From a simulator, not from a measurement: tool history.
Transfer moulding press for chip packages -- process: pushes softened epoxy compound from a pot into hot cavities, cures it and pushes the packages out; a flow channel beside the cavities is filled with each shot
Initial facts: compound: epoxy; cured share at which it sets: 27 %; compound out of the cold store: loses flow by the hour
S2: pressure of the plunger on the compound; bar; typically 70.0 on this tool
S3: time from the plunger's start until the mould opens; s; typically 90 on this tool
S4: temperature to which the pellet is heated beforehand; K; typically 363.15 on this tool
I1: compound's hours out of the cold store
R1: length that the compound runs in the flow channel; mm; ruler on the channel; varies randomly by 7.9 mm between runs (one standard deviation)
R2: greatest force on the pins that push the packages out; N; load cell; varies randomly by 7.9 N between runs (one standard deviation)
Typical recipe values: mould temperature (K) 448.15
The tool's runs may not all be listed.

Run 1, hour 0.0: usual settings; I1 20.3. Result: R1 907 mm, R2 549 N.
At hour 8.9: cavities cleaned with cleaning compound and waxed.
Run 2, hour 44.0: usual settings but S2 72.8 bar; I1 41.3. Result: R1 789 mm, R2 462 N.
Run 3, hour 68.9: usual settings but S2 72.8 bar; I1 33.2. Result: R1 829 mm, R2 513 N.
At hour 90.7: cavities cleaned with cleaning compound and waxed.
Run 4, hour 113.4: usual settings; I1 28.4. Result: R1 822 mm, R2 428 N.
Run 5, hour 157.2: usual settings; I1 8.4. Result: R1 940 mm, R2 566 N.
At hour 172.0: cavities cleaned with cleaning compound and waxed.
Run 6, hour 196.9: usual settings; I1 27.6. Result: R1 829 mm, R2 421 N.

Estimate the outcome of run 7 from the log above:
Run 7, hour 223.0: usual settings; I1 34.3. Result: R1 ?, R2 ?.

R1: 786 mm
R2: 509 N
Minus the tool's unlogged condition, the same run would have read R1 851 mm, R2 340 N.
